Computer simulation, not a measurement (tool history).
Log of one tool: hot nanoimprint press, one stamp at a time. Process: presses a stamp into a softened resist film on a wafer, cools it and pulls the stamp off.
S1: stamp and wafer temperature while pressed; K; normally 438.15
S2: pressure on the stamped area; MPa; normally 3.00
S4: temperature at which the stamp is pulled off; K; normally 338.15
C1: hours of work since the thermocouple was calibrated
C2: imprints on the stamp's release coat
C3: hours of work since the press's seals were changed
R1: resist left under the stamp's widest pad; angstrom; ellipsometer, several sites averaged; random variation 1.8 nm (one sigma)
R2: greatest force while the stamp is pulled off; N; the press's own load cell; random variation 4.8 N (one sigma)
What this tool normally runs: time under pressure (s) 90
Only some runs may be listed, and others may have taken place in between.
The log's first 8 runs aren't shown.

run 9 day=5.254 | S1=438.15 S2=3.00 time_under_pressure_(s)=90 S4=338.15 | C1=393 C2=123 C3=112 | R1=2725 R2=225
-- day=5.900 plate thermocouple calibrated
run 10 day=6.083 | S1=438.15 S2=3.00 time_under_pressure_(s)=90 S4=338.15 | C1=3 C2=218 C3=124 | R1=2921 R2=234
run 11 day=6.650 | S1=438.15 S2=3.00 time_under_pressure_(s)=90 S4=338.15 | C1=13 C2=295 C3=135 | R1=2920 R2=249
run 12 day=7.162 | S1=438.15 S2=3.00 time_under_pressure_(s)=90 S4=338.15 | C1=23 C2=364 C3=144 | R1=2879 R2=243
run 13 day=7.738 | S1=438.15 S2=3.00 time_under_pressure_(s)=90 S4=338.15 | C1=33 C2=442 C3=154 | R1=2923 R2=238
run 14 day=8.392 | S1=438.15 S2=3.00 time_under_pressure_(s)=90 S4=338.15 | C1=45 C2=530 C3=166 | R1=2889 R2=243
run 15 day=9.142 | S1=438.15 S2=3.00 time_under_pressure_(s)=90 S4=338.15 | C1=58 C2=632 C3=179 | R1=2883 R2=249
run 16 day=9.742 | S1=438.15 S2=3.00 time_under_pressure_(s)=90 S4=338.15 | C1=69 C2=713 C3=190 | R1=2898 R2=258
run 17 day=10.279 | S1=447.15 S2=3.56 time_under_pressure_(s)=90 S4=324.15 | C1=78 C2=786 C3=200 | R1=1997 R2=313
run 18 day=11.071 | S1=441.15 S2=3.00 time_under_pressure_(s)=47 S4=327.15 | C1=93 C2=893 C3=214 | R1=3231 R2=302
run 19 day=11.579 | S1=438.15 S2=4.61 time_under_pressure_(s)=158 S4=327.15 | C1=102 C2=962 C3=223 | R1=1994 R2=290
run 20 day=12.325 | S1=432.15 S2=2.84 time_under_pressure_(s)=152 S4=327.15 | C1=115 C2=1062 C3=236 | R1=3037 R2=303
run 21 day=12.729 | S1=432.15 S2=2.95 time_under_pressure_(s)=58 S4=327.15 | C1=122 C2=1117 C3=243 | R1=3858 R2=302
run 22 day=13.304 | S1=440.15 S2=4.18 time_under_pressure_(s)=78 S4=338.15 | C1=133 C2=1195 C3=254 | R1=2506 R2=259
run 23 day=13.729 | S1=440.15 S2=4.18 time_under_pressure_(s)=78 S4=338.15 | C1=140 C2=1252 C3=261 | R1=2501 R2=264
run 24 day=14.517 | S1=438.15 S2=2.25 time_under_pressure_(s)=69 S4=338.15 | C1=154 C2=1359 C3=275 | R1=3389 R2=263
run 25 day=15.117 | S1=438.15 S2=3.00 time_under_pressure_(s)=90 S4=331.15 | C1=165 C2=1440 C3=286 | R1=2888 R2=297
run 26 day=15.908 | S1=449.15 S2=1.85 time_under_pressure_(s)=130 S4=331.15 | C1=179 C2=1547 C3=300 | R1=2071 R2=309
run 27 day=16.671 | S1=449.15 S2=1.91 time_under_pressure_(s)=76 S4=338.15 | C1=193 C2=1650 C3=314 | R1=2524 R2=277
run 28 day=17.092 | S1=433.15 S2=4.05 time_under_pressure_(s)=114 S4=331.15 | C1=200 C2=1707 C3=322 | R1=2807 R2=315
-- day=17.812 stamp cleaned and given a new release coat
run 29 day=18.104 | S1=438.15 S2=3.00 time_under_pressure_(s)=71 S4=333.15 | C1=214 C2=39 C3=335 | R1=3080 R2=244
run 30 day=18.525 | S1=438.15 S2=2.27 time_under_pressure_(s)=114 S4=345.15 | C1=222 C2=96 C3=343 | R1=2913 R2=215

Alternative continuations, all from the tool just after run 30; predict every row:
run A day=19.038 | S1=434.15 S2=3.00 time_under_pressure_(s)=71 S4=338.15 | C1=231 C2=165 C3=352 | R1=? R2=?
run B day=19.038 | S1=438.15 S2=2.27 time_under_pressure_(s)=51 S4=345.15 | C1=231 C2=165 C3=352 | R1=? R2=?
run C day=19.038 | S1=438.15 S2=3.00 time_under_pressure_(s)=52 S4=336.15 | C1=231 C2=165 C3=352 | R1=? R2=?
run D day=19.038 | S1=428.15 S2=3.06 time_under_pressure_(s)=60 S4=338.15 | C1=231 C2=165 C3=352 | R1=? R2=?

run=A R1=3446 R2=228
run=B R1=3634 R2=212
run=C R1=3330 R2=247
run=D R1=4111 R2=228
What these runs would have given with no unlogged condition in the tool:
run=A R1=3511 R2=226
run=B R1=3696 R2=210
run=C R1=3390 R2=244
run=D R1=4166 R2=226
